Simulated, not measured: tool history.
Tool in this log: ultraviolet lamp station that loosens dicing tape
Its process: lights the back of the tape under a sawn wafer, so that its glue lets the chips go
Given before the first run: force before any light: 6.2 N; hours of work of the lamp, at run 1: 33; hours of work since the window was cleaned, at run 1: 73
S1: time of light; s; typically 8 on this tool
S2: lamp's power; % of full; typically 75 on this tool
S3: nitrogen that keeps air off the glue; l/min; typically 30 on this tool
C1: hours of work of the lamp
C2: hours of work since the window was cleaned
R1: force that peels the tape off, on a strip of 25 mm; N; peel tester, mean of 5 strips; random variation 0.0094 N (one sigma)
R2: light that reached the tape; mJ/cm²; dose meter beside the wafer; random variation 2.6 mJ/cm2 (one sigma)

run   hour  S1  S2  S3   C1   C2     R1   R2
  1    0.0   8  75  30   33   73  0.439  325
  2   15.9   8  75  30   45   85  0.441  320
  3   25.1   8  75  30   53   93  0.440  320
  4   42.4   8  75  30   66  106  0.443  318
  5   51.8   8  75  30   74  114  0.443  314
  6   65.5  14  75  30   84  124  0.203  555
  7   78.8  14  75  30   95  135  0.204  543
  8   95.2  14  75  30  108  148  0.195  541
  9  113.4  14  75  30  122  162  0.209  539
 10  124.6  14  75  30  131  171  0.198  539
     125.8  -- window cleaned of glue's vapour
 11  137.0   8  75   9  140    9  0.884  295
 12  150.9   8  75   9  151   20  0.870  296
 13  167.1   5  89  30  163   32  0.900  223

Run 14 has not been measured yet. What should we expect?
 14  182.4   5  76  30  175  44   ?   ?

For run 14 the tool returned R1 1.202 N, R2 184 mJ/cm².
Were there no unlogged condition in the tool, this run, its random variation unchanged, would have produced R1 0.931 N, R2 215 mJ/cm².

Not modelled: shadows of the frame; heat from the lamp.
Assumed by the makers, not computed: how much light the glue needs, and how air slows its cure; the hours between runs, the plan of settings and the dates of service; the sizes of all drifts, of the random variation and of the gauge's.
